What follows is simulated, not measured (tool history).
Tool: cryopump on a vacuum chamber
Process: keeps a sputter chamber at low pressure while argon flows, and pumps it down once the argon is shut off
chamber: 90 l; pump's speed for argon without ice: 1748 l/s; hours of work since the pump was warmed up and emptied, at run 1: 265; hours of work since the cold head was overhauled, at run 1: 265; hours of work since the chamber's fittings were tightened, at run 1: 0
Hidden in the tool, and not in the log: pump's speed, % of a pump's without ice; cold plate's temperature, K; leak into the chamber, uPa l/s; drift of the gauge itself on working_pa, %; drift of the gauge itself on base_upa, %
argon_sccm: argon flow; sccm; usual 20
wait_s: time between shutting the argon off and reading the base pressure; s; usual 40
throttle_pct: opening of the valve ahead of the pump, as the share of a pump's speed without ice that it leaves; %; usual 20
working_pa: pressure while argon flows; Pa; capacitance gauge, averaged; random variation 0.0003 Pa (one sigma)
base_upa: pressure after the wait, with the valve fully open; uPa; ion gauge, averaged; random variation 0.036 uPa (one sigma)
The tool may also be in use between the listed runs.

run    hour  argon_sccm  wait_s  throttle_pct  hours of work since the pump was warmed up and emptied  hours of work since the cold head was overhauled  hours of work since the chamber's fittings were tightened  working_pa  base_upa
  1       0          20      40            20                                                     265                                               265                                                          0      0.0985      2.02
  2    45.4          20      40            34                                                     305                                               305                                                         40      0.0583      2.16
  3     127          20      40            34                                                     377                                               377                                                        112      0.0589      2.21
  4   202.1          20      40            34                                                     444                                               444                                                        179      0.0594      2.21
  5   301.7          20      40            34                                                     532                                               532                                                        267       0.059      2.33
  6   367.7          20      40            34                                                     590                                               590                                                        325      0.0592      2.38
  7   450.2          20      40            20                                                     663                                               663                                                        398      0.0998      2.55
  8   537.8          20      40            20                                                     741                                               741                                                        476      0.1004      2.58
  9   606.3          20      40            20                                                     802                                               802                                                        537      0.1005      2.72
 10   704.2          20      40            20                                                     888                                               888                                                        623      0.1014      2.86
      714.8  -- pump warmed up, emptied and cooled again
 11   778.6          20      40            20                                                      56                                               950                                                        685      0.0971      2.75
 12   834.1          20      40            20                                                     106                                               999                                                        734      0.0976       2.8
 13   927.7          33      24            20                                                     188                                              1082                                                        816      0.1613      4.18
 14   979.7          17      40            32                                                     234                                              1128                                                        862      0.0526         3
 15    1067          30      91            33                                                     312                                              1205                                                        940      0.0901      2.08
 16  1167.7          30      91            33                                                     401                                              1294                                                       1029      0.0905      2.12
 17  1241.4          30      91            33                                                     466                                              1359                                                       1094      0.0915      2.33
 18  1308.4          38      38            25                                                     525                                              1418                                                       1153       0.151      3.52
 19  1415.3          19      57            36                                                     620                                              1513                                                       1248      0.0536      2.99
 20  1468.5          19      70            28                                                     667                                              1560                                                       1295      0.0685      2.83
 21  1526.1          28      24            38                                                     718                                              1611                                                       1346      0.0765      4.88

4 ways to go on from here, each from the tool as it stands after run 21. What would each give?
  A  1605          36      42            21                                                     788                                              1681                                                       1416           ?         ?
  B  1605           9      24            34                                                     788                                              1681                                                       1416           ?         ?
  C  1605          18      40            29                                                     788                                              1681                                                       1416           ?         ?
  D  1605          17      40            46                                                     788                                              1681                                                       1416           ?         ?

run  working_pa  base_upa
  A      0.1724      3.72
  B      0.0269      5.08
  C      0.0637       3.9
  D      0.0388      3.91
Without the tool's hidden state the same runs would have given:
run  working_pa  base_upa
  A      0.1657      1.94
  B      0.0252      3.27
  C      0.0604      2.08
  D      0.0356      2.07

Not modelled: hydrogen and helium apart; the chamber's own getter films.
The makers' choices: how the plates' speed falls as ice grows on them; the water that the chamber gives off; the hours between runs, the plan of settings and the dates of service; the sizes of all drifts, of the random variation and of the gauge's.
